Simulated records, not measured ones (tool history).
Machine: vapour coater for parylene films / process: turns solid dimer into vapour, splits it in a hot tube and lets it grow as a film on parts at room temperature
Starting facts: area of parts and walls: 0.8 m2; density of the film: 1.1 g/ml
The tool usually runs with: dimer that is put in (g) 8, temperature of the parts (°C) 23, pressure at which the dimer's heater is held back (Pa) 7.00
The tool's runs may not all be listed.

run	day	dimer that is put in (g)	temperature of the parts (°C)	pressure at which the dimer's heater is held back (Pa)	thickness of the film (nm)
1	0.000	8	23	7.00	6660
2	1.867	8	23	7.00	6720
3	3.629	8	23	7.00	6620
4	5.100	9	23	7.00	7530
5	7.025	9	23	7.00	7510
6	8.133	9	23	7.00	7530
7	9.879	8	23	2.03	8830
8	11.217	8	23	2.03	8870
9	12.792	8	23	2.03	8830
10	14.017	8	23	2.03	8810
11	15.858	8	23	2.03	8770
12	17.088	8	23	2.73	8140
13	18.975	8	23	7.00	6660
14	21.146	8	23	7.00	6650
15	22.371	11	32	10.57	6030
16	23.621	7	25	6.97	5490
17	25.754	8	32	2.49	6050
18	27.333	8	33	2.49	5830
19	28.371	8	33	2.49	5800
20	29.821	8	32	8.67	4570
21	31.675	8	27	7.00	5840
22	33.671	13	23	7.00	10830
23	35.354	3	21	2.78	3270
# day 36.267: trap's valve overhauled
24	36.925	3	21	2.78	3290
25	38.583	3	21	2.78	3310
26	39.883	3	21	2.78	3350
27	40.850	8	25	11.95	5570

Alternative continuations, all from the tool just after run 27; predict every row:
A	42.529	6	24	7.31	?
B	42.529	6	32	11.18	?
C	42.529	8	17	4.63	?

run	thickness of the film (nm)
A	4750
B	3260
C	8950
What these runs would have given with no unlogged condition in the tool:
run	thickness of the film (nm)
A	4750
B	3260
C	8950
